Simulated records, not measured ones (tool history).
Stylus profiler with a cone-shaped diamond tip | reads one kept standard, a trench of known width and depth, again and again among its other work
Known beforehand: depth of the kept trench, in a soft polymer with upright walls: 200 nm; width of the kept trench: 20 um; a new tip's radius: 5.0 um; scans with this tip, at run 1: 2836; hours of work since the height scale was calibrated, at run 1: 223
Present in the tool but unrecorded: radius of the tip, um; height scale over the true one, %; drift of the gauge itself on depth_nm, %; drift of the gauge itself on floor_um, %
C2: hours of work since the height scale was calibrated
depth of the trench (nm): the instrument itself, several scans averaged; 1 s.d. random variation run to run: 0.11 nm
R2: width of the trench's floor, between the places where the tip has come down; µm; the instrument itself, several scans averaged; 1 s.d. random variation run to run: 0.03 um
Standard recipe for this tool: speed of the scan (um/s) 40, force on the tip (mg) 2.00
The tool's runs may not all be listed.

run 1 hour=0.0 | speed_of_the_scan_(um/s)=40 force_on_the_tip_(mg)=2.00 | scans_with_this_tip=2836 C2=223 | depth_of_the_trench_(nm)=201.94 R2=17.07
run 2 hour=20.9 | speed_of_the_scan_(um/s)=40 force_on_the_tip_(mg)=2.00 | scans_with_this_tip=3007 C2=236 | depth_of_the_trench_(nm)=202.01 R2=17.05
run 3 hour=33.6 | speed_of_the_scan_(um/s)=40 force_on_the_tip_(mg)=2.00 | scans_with_this_tip=3112 C2=244 | depth_of_the_trench_(nm)=201.80 R2=17.06
run 4 hour=49.7 | speed_of_the_scan_(um/s)=40 force_on_the_tip_(mg)=2.00 | scans_with_this_tip=3243 C2=255 | depth_of_the_trench_(nm)=201.95 R2=17.11
run 5 hour=68.5 | speed_of_the_scan_(um/s)=40 force_on_the_tip_(mg)=2.00 | scans_with_this_tip=3398 C2=267 | depth_of_the_trench_(nm)=201.95 R2=17.11
run 6 hour=90.7 | speed_of_the_scan_(um/s)=40 force_on_the_tip_(mg)=2.00 | scans_with_this_tip=3580 C2=281 | depth_of_the_trench_(nm)=201.94 R2=17.00
run 7 hour=110.8 | speed_of_the_scan_(um/s)=40 force_on_the_tip_(mg)=2.00 | scans_with_this_tip=3745 C2=294 | depth_of_the_trench_(nm)=201.99 R2=17.07
run 8 hour=132.2 | speed_of_the_scan_(um/s)=40 force_on_the_tip_(mg)=2.00 | scans_with_this_tip=3921 C2=308 | depth_of_the_trench_(nm)=201.86 R2=17.07
run 9 hour=148.0 | speed_of_the_scan_(um/s)=40 force_on_the_tip_(mg)=2.00 | scans_with_this_tip=4050 C2=318 | depth_of_the_trench_(nm)=201.78 R2=17.08
run 10 hour=171.3 | speed_of_the_scan_(um/s)=40 force_on_the_tip_(mg)=2.00 | scans_with_this_tip=4242 C2=333 | depth_of_the_trench_(nm)=202.08 R2=17.08
run 11 hour=197.3 | speed_of_the_scan_(um/s)=40 force_on_the_tip_(mg)=2.00 | scans_with_this_tip=4455 C2=350 | depth_of_the_trench_(nm)=201.88 R2=17.03
run 12 hour=216.1 | speed_of_the_scan_(um/s)=94 force_on_the_tip_(mg)=2.00 | scans_with_this_tip=4609 C2=362 | depth_of_the_trench_(nm)=201.87 R2=16.94
run 13 hour=226.8 | speed_of_the_scan_(um/s)=94 force_on_the_tip_(mg)=2.48 | scans_with_this_tip=4697 C2=369 | depth_of_the_trench_(nm)=202.19 R2=16.94
run 14 hour=247.0 | speed_of_the_scan_(um/s)=40 force_on_the_tip_(mg)=2.00 | scans_with_this_tip=4863 C2=382 | depth_of_the_trench_(nm)=201.85 R2=17.06
run 15 hour=271.3 | speed_of_the_scan_(um/s)=21 force_on_the_tip_(mg)=1.21 | scans_with_this_tip=5062 C2=398 | depth_of_the_trench_(nm)=201.42 R2=17.12
run 16 hour=288.7 | speed_of_the_scan_(um/s)=81 force_on_the_tip_(mg)=4.25 | scans_with_this_tip=5205 C2=409 | depth_of_the_trench_(nm)=203.18 R2=17.01
run 17 hour=313.1 | speed_of_the_scan_(um/s)=93 force_on_the_tip_(mg)=1.32 | scans_with_this_tip=5406 C2=425 | depth_of_the_trench_(nm)=201.37 R2=16.84
run 18 hour=331.1 | speed_of_the_scan_(um/s)=38 force_on_the_tip_(mg)=3.95 | scans_with_this_tip=5553 C2=436 | depth_of_the_trench_(nm)=203.19 R2=17.15

Run 19 comes next. What will it give?
run 19 hour=342.1 | speed_of_the_scan_(um/s)=40 force_on_the_tip_(mg)=5.23 | scans_with_this_tip=5643 C2=443 | depth_of_the_trench_(nm)=? R2=?

depth of the trench (nm): 203.72
R2: 17.10 µm
Were there no unlogged condition in the tool, this run, its random variation unchanged, would have produced depth of the trench (nm) 203.72, R2 17.10 µm.

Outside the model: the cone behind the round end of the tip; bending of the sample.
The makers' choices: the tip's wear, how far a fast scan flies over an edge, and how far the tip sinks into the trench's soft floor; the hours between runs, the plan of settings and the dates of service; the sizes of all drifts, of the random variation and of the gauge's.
